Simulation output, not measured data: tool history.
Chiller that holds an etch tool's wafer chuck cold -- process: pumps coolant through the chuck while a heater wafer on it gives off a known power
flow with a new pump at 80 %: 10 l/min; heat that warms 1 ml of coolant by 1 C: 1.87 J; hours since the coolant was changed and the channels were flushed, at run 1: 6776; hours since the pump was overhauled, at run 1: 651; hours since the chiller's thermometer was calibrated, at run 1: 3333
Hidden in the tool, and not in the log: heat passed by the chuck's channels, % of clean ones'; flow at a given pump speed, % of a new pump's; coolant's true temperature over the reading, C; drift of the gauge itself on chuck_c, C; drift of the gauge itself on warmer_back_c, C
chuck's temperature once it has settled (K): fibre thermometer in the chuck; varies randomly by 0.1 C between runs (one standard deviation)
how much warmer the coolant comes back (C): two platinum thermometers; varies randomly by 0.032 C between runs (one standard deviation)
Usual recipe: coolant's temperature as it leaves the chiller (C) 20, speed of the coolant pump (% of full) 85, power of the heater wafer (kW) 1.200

run      day  coolant's temperature as it leaves the chiller (C)  speed of the coolant pump (% of full)  power of the heater wafer (kW)  hours since the coolant was changed and the channels were flushed  hours since the pump was overhauled  hours since the chiller's thermometer was calibrated  chuck's temperature once it has settled (K)  how much warmer the coolant comes back (C)
  1    0.000                                                  20                                     85                           1.200                                                               6776                                  651                                                  3333                                       306.35                                        3.62
  2    4.567                                                  20                                     85                           1.200                                                               6886                                  761                                                  3443                                       306.35                                        3.64
  3    9.833                                                  17                                     85                           1.200                                                               7012                                  887                                                  3569                                       303.45                                        3.69
      14.950  -- chiller's thermometer calibrated
  4   16.175                                                  17                                     85                           1.200                                                               7163                                 1038                                                    29                                       302.95                                        3.69
  5   20.383                                                  15                                     85                           1.200                                                               7264                                 1139                                                   130                                       300.95                                        3.64
  6   26.600                                                  20                                     64                           1.200                                                               7414                                 1289                                                   280                                       308.25                                        5.06
  7   31.121                                                  20                                     85                           0.900                                                               7522                                 1397                                                   388                                       302.85                                        2.77
      35.654  -- coolant changed, channels flushed
  8   36.262                                                  20                                     85                           0.900                                                                 15                                 1514                                                   505                                       301.75                                        2.75
  9   42.688                                                  21                                     85                           0.900                                                                169                                 1669                                                   660                                       302.65                                        2.78
 10   46.896                                                  20                                     85                           1.200                                                                270                                 1770                                                   761                                       304.55                                        3.69
 11   50.529                                                  20                                     85                           1.200                                                                357                                 1857                                                   848                                       304.65                                        3.76
 12   57.233                                                  20                                     85                           1.200                                                                518                                 2018                                                  1009                                       304.85                                        3.75
 13   62.475                                                  20                                     85                           1.200                                                                644                                 2144                                                  1135                                       305.05                                        3.81
 14   68.300                                                  20                                     85                           1.200                                                                784                                 2283                                                  1274                                       304.95                                        3.79
 15   72.562                                                  20                                     85                           1.200                                                                886                                 2386                                                  1377                                       305.05                                        3.82
      73.154  -- coolant pump overhauled
 16   79.967                                                  20                                     85                           1.700                                                               1058                                  164                                                  1549                                       310.15                                        5.54
 17   85.492                                                  20                                     85                           1.700                                                               1191                                  296                                                  1682                                       310.15                                        5.57
 18   93.792                                                  20                                     85                           1.700                                                               1390                                  495                                                  1881                                       310.25                                        5.61
 19  100.704                                                  20                                     85                           1.700                                                               1556                                  661                                                  2047                                       310.45                                        5.57
 20  109.008                                                  22                                     96                           1.700                                                               1755                                  861                                                  2246                                       311.45                                        4.93
 21  113.262                                                  22                                     88                           1.700                                                               1858                                  963                                                  2349                                       312.35                                        5.48
 22  118.846                                                  22                                     88                           1.700                                                               1992                                 1097                                                  2483                                       312.35                                        5.46
     123.979  -- coolant pump overhauled, once more
 23  123.979                                                  12                                     69                           0.797                                                               2110                                    0                                                  2601                                       294.25                                        3.00
 24  130.700                                                  20                                     85                           1.521                                                               2271                                  161                                                  2762                                       308.35                                        4.54
 25  138.825                                                  22                                     80                           1.200                                                               2466                                  356                                                  2957                                       307.75                                        3.88
 26  143.429                                                  23                                     86                           0.915                                                               2577                                  467                                                  3068                                       305.45                                        2.70

Predict the results of run 27:
 27  149.650                                                  13                                     64                           1.429                                                               2726                                  616                                                  3217                                            ?                                           ?

Run 27 came out at chuck's temperature once it has settled (K) 303.15, how much warmer the coolant comes back (C) 5.91.
Had the tool carried no hidden state, the very same run would have given chuck's temperature once it has settled (K) 301.65, how much warmer the coolant comes back (C) 5.84.
